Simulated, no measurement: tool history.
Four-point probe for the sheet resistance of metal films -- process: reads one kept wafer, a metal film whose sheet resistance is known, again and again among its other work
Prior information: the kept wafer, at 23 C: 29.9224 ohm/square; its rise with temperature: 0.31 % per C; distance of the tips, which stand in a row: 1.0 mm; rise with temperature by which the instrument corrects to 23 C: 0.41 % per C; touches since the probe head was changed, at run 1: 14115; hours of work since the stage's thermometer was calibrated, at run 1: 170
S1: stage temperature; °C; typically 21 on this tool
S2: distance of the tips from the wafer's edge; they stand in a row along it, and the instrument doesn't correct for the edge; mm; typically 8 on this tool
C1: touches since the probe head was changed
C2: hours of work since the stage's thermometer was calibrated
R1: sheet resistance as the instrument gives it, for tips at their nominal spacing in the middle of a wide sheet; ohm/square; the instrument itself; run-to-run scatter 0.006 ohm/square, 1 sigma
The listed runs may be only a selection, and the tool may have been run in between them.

Run 1, hour 0.0: usual settings; C1 14115; C2 170. Result: R1 30.195632 ohm/square.
Run 2, hour 99.2: usual settings; C1 17915; C2 248. Result: R1 30.206933 ohm/square.
Run 3, hour 246.5: usual settings; C1 23557; C2 365. Result: R1 30.213508 ohm/square.
Run 4, hour 393.6: usual settings but S1 20 °C; C1 29192; C2 481. Result: R1 30.251094 ohm/square.
Run 5, hour 456.9: usual settings but S2 62 mm; C1 31616; C2 531. Result: R1 29.960963 ohm/square.
Run 6, hour 595.4: usual settings but S2 62 mm; C1 36920; C2 641. Result: R1 29.981828 ohm/square.
Run 7, hour 662.0: usual settings; C1 39470; C2 694. Result: R1 30.231254 ohm/square.
Run 8, hour 784.0: usual settings; C1 44142; C2 790. Result: R1 30.243878 ohm/square.
Run 9, hour 884.2: usual settings; C1 47984; C2 870. Result: R1 30.263075 ohm/square.
Run 10, hour 1015.3: usual settings; C1 53005; C2 973. Result: R1 30.248864 ohm/square.
Run 11, hour 1112.6: usual settings; C1 56730; C2 1050. Result: R1 30.257336 ohm/square.
Run 12, hour 1212.4: usual settings; C1 60554; C2 1129. Result: R1 30.271286 ohm/square.
Run 13, hour 1346.6: usual settings; C1 65693; C2 1235. Result: R1 30.280295 ohm/square.
Run 14, hour 1434.0: usual settings; C1 69041; C2 1304. Result: R1 30.283235 ohm/square.
Run 15, hour 1539.0: usual settings but S1 24 °C; C1 73063; C2 1388. Result: R1 30.205539 ohm/square.
Run 16, hour 1611.1: usual settings but S1 24 °C; C1 75825; C2 1445. Result: R1 30.215945 ohm/square.
Run 17, hour 1685.4: usual settings but S1 27 °C; C1 78668; C2 1503. Result: R1 30.126214 ohm/square.
At hour 1699.7: stage's thermometer calibrated.
Run 18, hour 1747.1: usual settings but S2 4 mm; C1 81015; C2 38. Result: R1 31.017269 ohm/square.
Run 19, hour 1856.9: usual settings but S1 30 °C, S2 5 mm; C1 85220; C2 124. Result: R1 30.420192 ohm/square.
Run 20, hour 1939.5: usual settings but S1 30 °C, S2 5 mm; C1 88385; C2 190. Result: R1 30.432057 ohm/square.
Run 21, hour 2023.8: usual settings but S1 29 °C, S2 4 mm; C1 91613; C2 256. Result: R1 30.798341 ohm/square.
Run 22, hour 2117.5: usual settings but S1 27 °C, S2 9 mm; C1 95200; C2 331. Result: R1 30.086790 ohm/square.
At hour 2150.2: stage's thermometer calibrated, once more.
Run 23, hour 2220.4: usual settings but S1 24 °C; C1 99122; C2 56. Result: R1 30.281720 ohm/square.
Run 24, hour 2309.3: usual settings but S1 32 °C, S2 24 mm; C1 102528; C2 126. Result: R1 29.836846 ohm/square.
Run 25, hour 2374.1: usual settings but S1 32 °C; C1 105011; C2 177. Result: R1 30.054756 ohm/square.
Run 26, hour 2512.6: usual settings but S1 22 °C; C1 110315; C2 287. Result: R1 30.348844 ohm/square.
Run 27, hour 2658.6: usual settings but S1 23 °C, S2 24 mm; C1 115908; C2 402. Result: R1 30.120780 ohm/square.
Run 28, hour 2784.7: usual settings but S1 30 °C, S2 34 mm; C1 120735; C2 502. Result: R1 29.903348 ohm/square.

Results for each run, recomputed without the tool's hidden state and with each run's random variation untouched:
Unlogged tool condition in this case: inner tips' distance over the nominal, %; tips' flats over new ones', %; wafer's true temperature over the reading, C; drift of the gauge itself on sheet_ohm, %.
run         R1
  1  30.234956
  2  30.239211
  3  30.236529
  4  30.264918
  5  29.971190
  6  29.982991
  7  30.227352
  8  30.231922
  9  30.245318
 10  30.223159
 11  30.225543
 12  30.233154
 13  30.233545
 14  30.230947
 15  30.146195
 16  30.152267
 17  30.057806
 18  30.949643
 19  30.346072
 20  30.352671
 21  30.713922
 22  29.997537
 23  30.147254
 24  29.698784
 25  29.911945
 26  30.195327
 27  29.959670
 28  29.734632
